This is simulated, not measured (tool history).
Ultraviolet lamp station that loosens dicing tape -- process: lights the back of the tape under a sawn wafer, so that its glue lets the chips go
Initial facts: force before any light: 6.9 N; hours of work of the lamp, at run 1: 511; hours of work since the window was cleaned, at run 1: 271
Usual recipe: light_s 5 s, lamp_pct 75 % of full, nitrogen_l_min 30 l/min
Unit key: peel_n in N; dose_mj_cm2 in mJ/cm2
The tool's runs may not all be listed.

run     day  light_s  lamp_pct  nitrogen_l_min  hours of work of the lamp  hours of work since the window was cleaned  peel_n  dose_mj_cm2
  1       0        5        75              30                        511                                         271   0.991          320
  2   1.717        5        75              30                        528                                         288   1.029          320
  3   3.379        5        75              30                        545                                         305   1.014          315
  4   4.279        5        75              30                        554                                         313   1.059          309
      4.954  -- window cleaned of glue's vapour
  5   5.662        5        75              30                        567                                           7   0.793          364
  6   6.925        5        75              30                        579                                          19   0.829          355
  7   8.133        3        87              23                        591                                          31   1.768          247
  8   9.246        3        87              23                        602                                          42   1.847          241
  9  10.542        4        84              49                        615                                          55   0.775          313
 10  11.892        3        70              13                        628                                          68   2.998          194
 11  13.746        9        70              13                        647                                          87   0.658          577
 12  14.783        4        79              30                        657                                          97   1.176          289

Below are 3 alternative next runs, each starting from the tool's condition after run 12. Predict each:
  A  15.775        5        94              22                        667                                         107       ?            ?
  B  15.775        4        97              30                        667                                         107       ?            ?
  C  15.775        4        75              29                        667                                         107       ?            ?

run  peel_n  dose_mj_cm2
  A   0.782          425
  B   0.856          352
  C   1.345          271
Had the tool no hidden state, the same runs would have come out as:
run  peel_n  dose_mj_cm2
  A   0.539          513
  B   0.591          426
  C   0.985          327
